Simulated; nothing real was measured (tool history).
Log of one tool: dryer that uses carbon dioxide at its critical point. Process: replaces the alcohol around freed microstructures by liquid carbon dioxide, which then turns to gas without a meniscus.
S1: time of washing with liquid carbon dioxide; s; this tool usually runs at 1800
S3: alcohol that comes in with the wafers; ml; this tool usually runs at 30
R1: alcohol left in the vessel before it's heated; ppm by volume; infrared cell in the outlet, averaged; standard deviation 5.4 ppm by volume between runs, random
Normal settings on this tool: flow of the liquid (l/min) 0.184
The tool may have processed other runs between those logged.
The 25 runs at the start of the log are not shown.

{"run": 26, "hour": 625.5, "S1": 1500, "flow of the liquid (l/min)": 0.185, "S3": 33, "R1": 491}
{"run": 27, "hour": 657.9, "S1": 2280, "flow of the liquid (l/min)": 0.275, "S3": 42, "R1": 61}
{"run": 28, "hour": 689.8, "S1": 1260, "flow of the liquid (l/min)": 0.153, "S3": 37, "R1": 1988}
{"hour": 701.6, "done": "inlet filter changed"}
{"run": 29, "hour": 714.0, "S1": 1380, "flow of the liquid (l/min)": 0.27, "S3": 43, "R1": 163}
{"run": 30, "hour": 731.7, "S1": 1500, "flow of the liquid (l/min)": 0.137, "S3": 37, "R1": 1357}
{"run": 31, "hour": 753.0, "S1": 1500, "flow of the liquid (l/min)": 0.134, "S3": 37, "R1": 1466}
{"run": 32, "hour": 771.7, "S1": 1500, "flow of the liquid (l/min)": 0.134, "S3": 37, "R1": 1483}
{"run": 33, "hour": 786.1, "S1": 2280, "flow of the liquid (l/min)": 0.184, "S3": 49, "R1": 110}
{"run": 34, "hour": 817.3, "S1": 2820, "flow of the liquid (l/min)": 0.184, "S3": 40, "R1": 69}
{"run": 35, "hour": 844.7, "S1": 1200, "flow of the liquid (l/min)": 0.184, "S3": 30, "R1": 942}
{"run": 36, "hour": 860.3, "S1": 1200, "flow of the liquid (l/min)": 0.184, "S3": 30, "R1": 909}
{"run": 37, "hour": 875.0, "S1": 1200, "flow of the liquid (l/min)": 0.184, "S3": 102, "R1": 3037}
{"run": 38, "hour": 908.0, "S1": 1200, "flow of the liquid (l/min)": 0.184, "S3": 102, "R1": 2967}
{"run": 39, "hour": 934.3, "S1": 1200, "flow of the liquid (l/min)": 0.176, "S3": 102, "R1": 3530}
{"run": 40, "hour": 965.7, "S1": 1500, "flow of the liquid (l/min)": 0.203, "S3": 90, "R1": 762}
{"run": 41, "hour": 983.7, "S1": 1380, "flow of the liquid (l/min)": 0.227, "S3": 42, "R1": 366}

Each row is a separate what-if for the run after 41, all from the same tool condition, not one after another. Results?
{"run": "A", "hour": 1013.7, "S1": 2460, "flow of the liquid (l/min)": 0.184, "S3": 30, "R1": "?"}
{"run": "B", "hour": 1013.7, "S1": 1380, "flow of the liquid (l/min)": 0.161, "S3": 42, "R1": "?"}
{"run": "C", "hour": 1013.7, "S1": 1140, "flow of the liquid (l/min)": 0.224, "S3": 74, "R1": "?"}
{"run": "D", "hour": 1013.7, "S1": 1380, "flow of the liquid (l/min)": 0.181, "S3": 32, "R1": "?"}
{"run": "E", "hour": 1013.7, "S1": 1860, "flow of the liquid (l/min)": 0.187, "S3": 30, "R1": "?"}

run=A R1=95
run=B R1=1318
run=C R1=1392
run=D R1=700
run=E R1=190
Without the tool's hidden state the same runs would have given:
run=A R1=20
run=B R1=1088
run=C R1=1130
run=D R1=541
run=E R1=99

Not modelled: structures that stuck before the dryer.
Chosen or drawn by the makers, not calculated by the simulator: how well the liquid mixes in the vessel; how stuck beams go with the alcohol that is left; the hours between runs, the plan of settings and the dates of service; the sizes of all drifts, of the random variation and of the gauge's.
